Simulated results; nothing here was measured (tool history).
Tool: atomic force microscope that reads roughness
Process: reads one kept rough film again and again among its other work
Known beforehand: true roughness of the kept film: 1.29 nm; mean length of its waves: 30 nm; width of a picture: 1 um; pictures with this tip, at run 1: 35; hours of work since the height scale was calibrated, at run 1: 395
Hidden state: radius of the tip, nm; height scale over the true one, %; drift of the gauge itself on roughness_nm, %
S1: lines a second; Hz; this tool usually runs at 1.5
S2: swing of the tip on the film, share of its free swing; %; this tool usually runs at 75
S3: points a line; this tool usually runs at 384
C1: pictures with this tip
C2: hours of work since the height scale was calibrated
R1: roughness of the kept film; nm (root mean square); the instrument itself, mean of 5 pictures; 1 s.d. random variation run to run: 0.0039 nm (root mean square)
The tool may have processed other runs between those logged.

Run 1, hour 0: usual settings; C1 35; C2 395. Result: R1 1.098 nm (root mean square).
Run 2, hour 18.1: usual settings; C1 59; C2 403. Result: R1 1.082 nm (root mean square).
Run 3, hour 32.3: usual settings; C1 77; C2 409. Result: R1 1.083 nm (root mean square).
Run 4, hour 52.5: usual settings; C1 104; C2 418. Result: R1 1.066 nm (root mean square).
Run 5, hour 76.7: usual settings but S1 3.46 Hz; C1 136; C2 428. Result: R1 0.949 nm (root mean square).
At hour 86.1: new tip fitted.
Run 6, hour 104.5: usual settings but S1 3.46 Hz; C1 25; C2 440. Result: R1 0.982 nm (root mean square).
Run 7, hour 132.7: usual settings but S1 3.46 Hz; C1 62; C2 453. Result: R1 0.974 nm (root mean square).
Run 8, hour 154.3: usual settings but S1 2.68 Hz, S3 279; C1 90; C2 462. Result: R1 1 nm (root mean square).
Run 9, hour 171.8: usual settings but S1 1.3 Hz, S3 554; C1 114; C2 470. Result: R1 1.078 nm (root mean square).
Run 10, hour 183.7: usual settings but S1 3.17 Hz, S3 554; C1 129; C2 475. Result: R1 0.967 nm (root mean square).
At hour 198.5: new tip fitted.
Run 11, hour 211.7: usual settings but S1 1.93 Hz, S2 65 %, S3 554; C1 17; C2 487. Result: R1 1.127 nm (root mean square).
Run 12, hour 239.5: usual settings but S1 1.93 Hz, S2 65 %, S3 554; C1 54; C2 499. Result: R1 1.115 nm (root mean square).

Predict each of these 5 candidate next runs independently; none follows another, all start after run 12:
Run A, hour 256.7: usual settings but S1 1.93 Hz, S2 62 %, S3 554; C1 77; C2 507. Result: R1 ?.
Run B, hour 256.7: usual settings but S1 1.93 Hz, S2 65 %, S3 814; C1 77; C2 507. Result: R1 ?.
Run C, hour 256.7: usual settings but S1 2.3 Hz, S2 65 %, S3 969; C1 77; C2 507. Result: R1 ?.
Run D, hour 256.7: usual settings but S1 0.71 Hz, S2 64 %, S3 466; C1 77; C2 507. Result: R1 ?.
Run E, hour 256.7: usual settings but S3 266; C1 77; C2 507. Result: R1 ?.

run     R1
  A  1.114
  B  1.107
  C  1.094
  D  1.159
  E  1.071
With no hidden state in the tool, these same runs would have given:
run     R1
  A  1.148
  B   1.14
  C  1.127
  D  1.194
  E  1.103
